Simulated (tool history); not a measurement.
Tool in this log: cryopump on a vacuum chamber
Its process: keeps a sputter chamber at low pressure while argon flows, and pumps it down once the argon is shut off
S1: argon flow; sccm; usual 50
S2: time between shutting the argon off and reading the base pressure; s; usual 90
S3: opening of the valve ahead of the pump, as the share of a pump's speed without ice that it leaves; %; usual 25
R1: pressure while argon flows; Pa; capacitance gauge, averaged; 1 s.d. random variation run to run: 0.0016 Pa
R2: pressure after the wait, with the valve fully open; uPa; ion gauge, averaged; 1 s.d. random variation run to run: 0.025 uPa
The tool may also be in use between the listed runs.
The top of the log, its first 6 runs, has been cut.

| run | day | S1 | S2 | S3 | R1 | R2 |
|---|---|---|---|---|---|---|
| 7 | 7.425 | 50 | 90 | 24 | 0.3898 | 1.18 |
| 8 | 8.667 | 50 | 90 | 24 | 0.3918 | 1.19 |
| 9 | 9.933 | 50 | 90 | 25 | 0.3753 | 1.2 |
| 10 | 10.812 | 50 | 90 | 25 | 0.3784 | 1.21 |
| 11 | 11.542 | 50 | 155 | 25 | 0.3779 | 0.99 |
| 12 | 12.767 | 50 | 90 | 25 | 0.3781 | 1.28 |
| 13 | 13.625 | 50 | 90 | 25 | 0.3781 | 1.22 |
| 14 | 14.317 | 21 | 90 | 25 | 0.1606 | 1.24 |
| 15 | 15.371 | 21 | 90 | 25 | 0.1581 | 1.23 |
| 16 | 16.467 | 21 | 90 | 25 | 0.1605 | 1.27 |
| 17 | 18.092 | 50 | 45 | 24 | 0.3976 | 2.03 |
| 18 | 18.838 | 50 | 45 | 24 | 0.3972 | 2 |
| 19 | 19.875 | 50 | 25 | 19 | 0.505 | 2.99 |
| 20 | 21.025 | 66 | 30 | 25 | 0.5048 | 2.71 |
| 21 | 22.562 | 66 | 30 | 25 | 0.5116 | 2.65 |
| 22 | 23.838 | 23 | 117 | 15 | 0.2915 | 1.23 |
| 23 | 25.033 | 23 | 117 | 15 | 0.2937 | 1.27 |
| 24 | 26.233 | 59 | 117 | 15 | 0.7516 | 1.28 |
| 25 | 27.458 | 26 | 50 | 39 | 0.1323 | 1.93 |
| 26 | 28.446 | 49 | 253 | 47 | 0.2102 | 1.04 |
| 27 | 29.196 | 50 | 35 | 30 | 0.3245 | 2.49 |
| 28 | 30.521 | 84 | 90 | 52 | 0.3274 | 1.45 |
| 29 | 32.038 | 84 | 90 | 52 | 0.3286 | 1.49 |
| 30 | 33.221 | 55 | 90 | 52 | 0.2194 | 1.5 |
| 31 | 34.538 | 74 | 90 | 36 | 0.4129 | 1.56 |

What if the next run were any one of these 5? Each begins from the tool's condition after run 31:
| A | 35.379 | 35 | 205 | 23 | ? | ? |
| B | 35.379 | 36 | 279 | 23 | ? | ? |
| C | 35.379 | 61 | 59 | 57 | ? | ? |
| D | 35.379 | 74 | 90 | 28 | ? | ? |
| E | 35.379 | 85 | 90 | 36 | ? | ? |

| run | R1 | R2 |
|---|---|---|
| A | 0.2975 | 1.13 |
| B | 0.3052 | 1.12 |
| C | 0.2241 | 1.9 |
| D | 0.5267 | 1.54 |
| E | 0.4736 | 1.55 |
Without the tool's hidden state the same runs would have given:
| run | R1 | R2 |
|---|---|---|
| A | 0.2835 | 0.58 |
| B | 0.2907 | 0.54 |
| C | 0.1996 | 1.31 |
| D | 0.4967 | 0.96 |
| E | 0.4395 | 0.98 |
